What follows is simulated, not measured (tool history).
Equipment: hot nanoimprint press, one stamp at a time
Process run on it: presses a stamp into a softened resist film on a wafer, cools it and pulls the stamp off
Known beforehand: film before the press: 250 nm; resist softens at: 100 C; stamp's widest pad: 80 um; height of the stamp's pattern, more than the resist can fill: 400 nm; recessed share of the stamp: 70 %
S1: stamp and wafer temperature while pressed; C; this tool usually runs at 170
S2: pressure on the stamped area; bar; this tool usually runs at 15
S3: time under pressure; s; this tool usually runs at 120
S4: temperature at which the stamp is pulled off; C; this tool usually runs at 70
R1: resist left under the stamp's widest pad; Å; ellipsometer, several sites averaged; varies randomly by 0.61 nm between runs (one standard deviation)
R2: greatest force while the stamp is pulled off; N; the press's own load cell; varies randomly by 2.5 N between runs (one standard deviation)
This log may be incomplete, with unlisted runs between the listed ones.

run 1 hour=0 | S1=170 S2=15 S3=120 S4=70 | R1=1228 R2=115
run 2 hour=10.8 | S1=170 S2=15 S3=120 S4=70 | R1=1223 R2=112
run 3 hour=17 | S1=170 S2=15 S3=120 S4=70 | R1=1212 R2=111
run 4 hour=28.6 | S1=170 S2=15 S3=69 S4=70 | R1=1464 R2=114
run 5 hour=41.7 | S1=170 S2=15 S3=69 S4=70 | R1=1467 R2=110
run 6 hour=52 | S1=182 S2=15 S3=120 S4=70 | R1=843 R2=113
run 7 hour=65.2 | S1=182 S2=15 S3=120 S4=70 | R1=849 R2=114
run 8 hour=76.4 | S1=182 S2=15 S3=120 S4=70 | R1=846 R2=113
run 9 hour=81.9 | S1=170 S2=15 S3=120 S4=70 | R1=1203 R2=114
run 10 hour=94.7 | S1=170 S2=15 S3=120 S4=76 | R1=1196 R2=105
run 11 hour=101.3 | S1=170 S2=15 S3=120 S4=76 | R1=1212 R2=110
run 12 hour=116.9 | S1=170 S2=15 S3=120 S4=76 | R1=1200 R2=108
run 13 hour=124.8 | S1=170 S2=15 S3=120 S4=70 | R1=1197 R2=111
run 14 hour=134 | S1=170 S2=15 S3=120 S4=72 | R1=1198 R2=113
run 15 hour=146.4 | S1=170 S2=11.2 S3=120 S4=70 | R1=1344 R2=113
run 16 hour=158.8 | S1=170 S2=9 S3=120 S4=70 | R1=1499 R2=115
run 17 hour=166 | S1=178 S2=15 S3=120 S4=72 | R1=969 R2=112
run 18 hour=172.6 | S1=160 S2=22.3 S3=154 S4=70 | R1=1296 R2=117
run 19 hour=181.3 | S1=170 S2=10.2 S3=120 S4=70 | R1=1409 R2=113
run 20 hour=193.5 | S1=170 S2=10.2 S3=120 S4=70 | R1=1425 R2=113
run 21 hour=200.8 | S1=170 S2=10.2 S3=120 S4=70 | R1=1422 R2=110
run 22 hour=209.1 | S1=170 S2=10.2 S3=120 S4=70 | R1=1420 R2=108
run 23 hour=222.3 | S1=170 S2=10.2 S3=120 S4=70 | R1=1415 R2=117
run 24 hour=229.6 | S1=170 S2=10.2 S3=120 S4=70 | R1=1421 R2=111
run 25 hour=240.1 | S1=174 S2=10.2 S3=86 S4=64 | R1=1424 R2=122
run 26 hour=253.6 | S1=173 S2=10.2 S3=111 S4=71 | R1=1332 R2=107
run 27 hour=260 | S1=170 S2=16.2 S3=84 S4=76 | R1=1326 R2=104
run 28 hour=266.4 | S1=170 S2=16.2 S3=84 S4=76 | R1=1333 R2=110
run 29 hour=273.6 | S1=176 S2=20.2 S3=92 S4=75 | R1=988 R2=112
run 30 hour=280.3 | S1=182 S2=11.1 S3=124 S4=68 | R1=960 R2=118
run 31 hour=290.7 | S1=170 S2=15 S3=231 S4=70 | R1=928 R2=112

Withheld: 3 entries from between the runs. Position of each, and hidden state at the listed run before versus the listed run after:
Runs 11 to 12: plate thermocouple calibrated (hour 114.8)
  true temperature over the reading, C: 0.13 -> 0; pressure that arrives at the usual setting, %: 99.99 -> 99.98; grip of the stamp's worn release coat, % over a new coat's: 0.9 -> 1; drift of the gauge itself on residual_nm, %: -1.67 -> -1.88
  measured value less the no-hidden-state value, R1: -25 -> -23 Å
Runs 15 to 16: gauge calibrated (hour 158.6)
  grip of the stamp's worn release coat, % over a new coat's: 1.2 -> 1.3; drift of the gauge itself on residual_nm, %: -2.37 -> 0
  measured value less the no-hidden-state value, R1: -33 -> +0 Å
Runs 19 to 20: stamp cleaned and given a new release coat (hour 193.3)
  pressure that arrives at the usual setting, %: 99.96 -> 99.95; grip of the stamp's worn release coat, % over a new coat's: 1.5 -> 0; drift of the gauge itself on residual_nm, %: -0.38 -> -0.48
  measured value less the no-hidden-state value, R1: -5 -> -8 Å
